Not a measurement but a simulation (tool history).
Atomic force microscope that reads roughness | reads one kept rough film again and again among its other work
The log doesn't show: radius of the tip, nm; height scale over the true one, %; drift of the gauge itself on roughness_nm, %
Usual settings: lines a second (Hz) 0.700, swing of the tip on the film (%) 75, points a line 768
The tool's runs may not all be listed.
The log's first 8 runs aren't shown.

run     day  lines a second (Hz)  swing of the tip on the film (%)  points a line  pictures with this tip  hours of work since the height scale was calibrated  roughness of the kept film (nm (root mean square))
     15.908  -- new tip fitted
  9  17.867                0.700                                75            782                      55                                                  716                                               3.082
 10  19.529                0.700                                75            782                     101                                                  737                                               2.735
     19.954  -- new tip fitted
 11  22.262                0.700                                75            782                      64                                                  772                                               3.007
     23.912  -- new tip fitted
 12  24.325                0.700                                75            768                      11                                                  798                                               3.542
 13  25.571                0.700                                75            768                      46                                                  813                                               3.234
 14  27.262                0.700                                75            768                      92                                                  835                                               2.848
     27.546  -- height scale calibrated on a step standard
     27.912  -- new tip fitted
 15  29.521                0.700                                75            768                      44                                                   25                                               3.233
 16  31.029                0.700                                75            355                      86                                                   44                                               2.883
     31.908  -- new tip fitted
 17  33.025                0.700                                72           1022                      31                                                   69                                               3.309
 18  34.217                0.700                                72           1022                      64                                                   84                                               3.056

The next listed run, before its measurement:
 19  35.771                2.147                                75            768                     107                                                  104                                                   ?

{"run 19": {"roughness of the kept film (nm (root mean square))": 2.471}}
Without the tool's hidden state the same run would have given roughness of the kept film (nm (root mean square)) 3.311.
